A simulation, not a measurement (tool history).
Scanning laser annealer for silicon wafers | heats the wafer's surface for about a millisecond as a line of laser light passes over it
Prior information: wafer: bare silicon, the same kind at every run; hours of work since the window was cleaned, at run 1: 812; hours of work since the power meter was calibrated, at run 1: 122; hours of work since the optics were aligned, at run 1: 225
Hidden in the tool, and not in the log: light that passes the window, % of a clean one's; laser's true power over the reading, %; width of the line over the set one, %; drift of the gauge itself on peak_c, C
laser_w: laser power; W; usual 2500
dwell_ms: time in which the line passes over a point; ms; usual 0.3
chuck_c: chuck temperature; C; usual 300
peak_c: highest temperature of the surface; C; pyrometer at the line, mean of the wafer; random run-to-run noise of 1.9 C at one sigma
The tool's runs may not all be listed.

run     day  laser_w  dwell_ms  chuck_c  hours of work since the window was cleaned  hours of work since the power meter was calibrated  hours of work since the optics were aligned  peak_c
  1       0     2500       0.3      300                                         812                                                 122                                          225    1090
  2   1.717     2500       0.3      300                                         829                                                 138                                          242    1088
  3   4.225     2500       0.3      300                                         853                                                 162                                          266    1087
  4   5.488     2500     0.355      300                                         865                                                 174                                          278    1152
  5   6.692     2500       0.3      300                                         877                                                 186                                          290    1085
  6   8.717     2500       0.3      300                                         896                                                 205                                          309    1084
     11.054  -- window over the wafer cleaned
  7  11.054     2500       0.3      300                                           0                                                 227                                          331    1107
  8  12.654     2500       0.3      300                                          15                                                 242                                          346    1109
  9  13.962     2286     0.246      300                                          28                                                 255                                          359     959
 10  16.546     2521     0.213      299                                          53                                                 280                                          384     990
 11  19.004     2722     0.254      300                                          76                                                 304                                          407    1118
 12  21.638     2500     0.229      268                                         102                                                 329                                          432     974
 13  23.104     2338       0.3      336                                         116                                                 343                                          447    1082
 14  24.646     2525     0.288      312                                         131                                                 358                                          461    1110
 15  25.958     2500       0.3      296                                         143                                                 370                                          474    1099

Hidden state at the last listed run before each entry between runs and at the first one after, where it differs:
After run 6, before run 7: window over the wafer cleaned (day 11.054)
  light that passes the window, % of a clean one's: 97.49 -> 99.96; laser's true power over the reading, %: -0.03 -> -0.04; width of the line over the set one, %: 0.73 -> 0.75
  measured minus no-state result, peak_c: -27 -> -5 C

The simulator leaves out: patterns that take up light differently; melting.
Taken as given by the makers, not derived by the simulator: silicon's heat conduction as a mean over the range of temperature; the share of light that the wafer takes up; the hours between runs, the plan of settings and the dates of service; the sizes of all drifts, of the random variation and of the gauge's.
